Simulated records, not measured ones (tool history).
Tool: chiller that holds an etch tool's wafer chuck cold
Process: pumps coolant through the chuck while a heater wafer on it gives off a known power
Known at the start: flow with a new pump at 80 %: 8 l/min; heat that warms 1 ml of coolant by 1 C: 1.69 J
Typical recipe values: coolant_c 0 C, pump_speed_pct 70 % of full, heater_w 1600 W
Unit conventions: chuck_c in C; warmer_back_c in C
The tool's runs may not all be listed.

{"run": 1, "hour": 0.0, "coolant_c": 0, "pump_speed_pct": 70, "heater_w": 1600, "chuck_c": 14.6, "warmer_back_c": 8.3}
{"run": 2, "hour": 99.0, "coolant_c": 0, "pump_speed_pct": 70, "heater_w": 1496, "chuck_c": 13.7, "warmer_back_c": 7.82}
{"run": 3, "hour": 167.7, "coolant_c": 0, "pump_speed_pct": 70, "heater_w": 1600, "chuck_c": 14.6, "warmer_back_c": 8.37}
{"run": 4, "hour": 220.1, "coolant_c": 0, "pump_speed_pct": 70, "heater_w": 1600, "chuck_c": 14.7, "warmer_back_c": 8.31}
{"run": 5, "hour": 295.6, "coolant_c": 0, "pump_speed_pct": 67, "heater_w": 1600, "chuck_c": 15.1, "warmer_back_c": 8.75}
{"run": 6, "hour": 371.2, "coolant_c": 0, "pump_speed_pct": 67, "heater_w": 1516, "chuck_c": 14.3, "warmer_back_c": 8.32}
{"run": 7, "hour": 474.0, "coolant_c": 10, "pump_speed_pct": 70, "heater_w": 1600, "chuck_c": 24.6, "warmer_back_c": 8.46}
{"run": 8, "hour": 576.1, "coolant_c": 7, "pump_speed_pct": 70, "heater_w": 2141, "chuck_c": 27, "warmer_back_c": 11.23}
{"hour": 586.3, "done": "chiller's thermometer calibrated"}
{"run": 9, "hour": 639.1, "coolant_c": 8, "pump_speed_pct": 70, "heater_w": 1736, "chuck_c": 24, "warmer_back_c": 9.19}
{"run": 10, "hour": 702.6, "coolant_c": 0, "pump_speed_pct": 77, "heater_w": 1978, "chuck_c": 17.1, "warmer_back_c": 9.47}
{"run": 11, "hour": 769.5, "coolant_c": -4, "pump_speed_pct": 73, "heater_w": 1600, "chuck_c": 10.5, "warmer_back_c": 8.15}
{"run": 12, "hour": 871.2, "coolant_c": -4, "pump_speed_pct": 84, "heater_w": 805, "chuck_c": 2.4, "warmer_back_c": 3.62}
{"hour": 900.9, "done": "chiller's thermometer calibrated, once more"}
{"run": 13, "hour": 966.8, "coolant_c": 8, "pump_speed_pct": 70, "heater_w": 1600, "chuck_c": 23.4, "warmer_back_c": 8.56}

Consider 3 possible next runs. They are alternatives, not a sequence: every one starts from the tool as it was left by run 13. What does each give?
{"run": "A", "hour": 1030.0, "coolant_c": -2, "pump_speed_pct": 71, "heater_w": 1165, "chuck_c": "?", "warmer_back_c": "?"}
{"run": "B", "hour": 1030.0, "coolant_c": 8, "pump_speed_pct": 68, "heater_w": 1908, "chuck_c": "?", "warmer_back_c": "?"}
{"run": "C", "hour": 1030.0, "coolant_c": 0, "pump_speed_pct": 70, "heater_w": 1559, "chuck_c": "?", "warmer_back_c": "?"}

run=A chuck_c=9.1 warmer_back_c=6.12
run=B chuck_c=26.7 warmer_back_c=10.54
run=C chuck_c=15 warmer_back_c=8.36
The same runs, with their run-to-run variation unchanged, on a tool lacking any hidden condition would have given:
run=A chuck_c=8.2 warmer_back_c=5.82
run=B chuck_c=25.2 warmer_back_c=10.03
run=C chuck_c=13.8 warmer_back_c=7.95
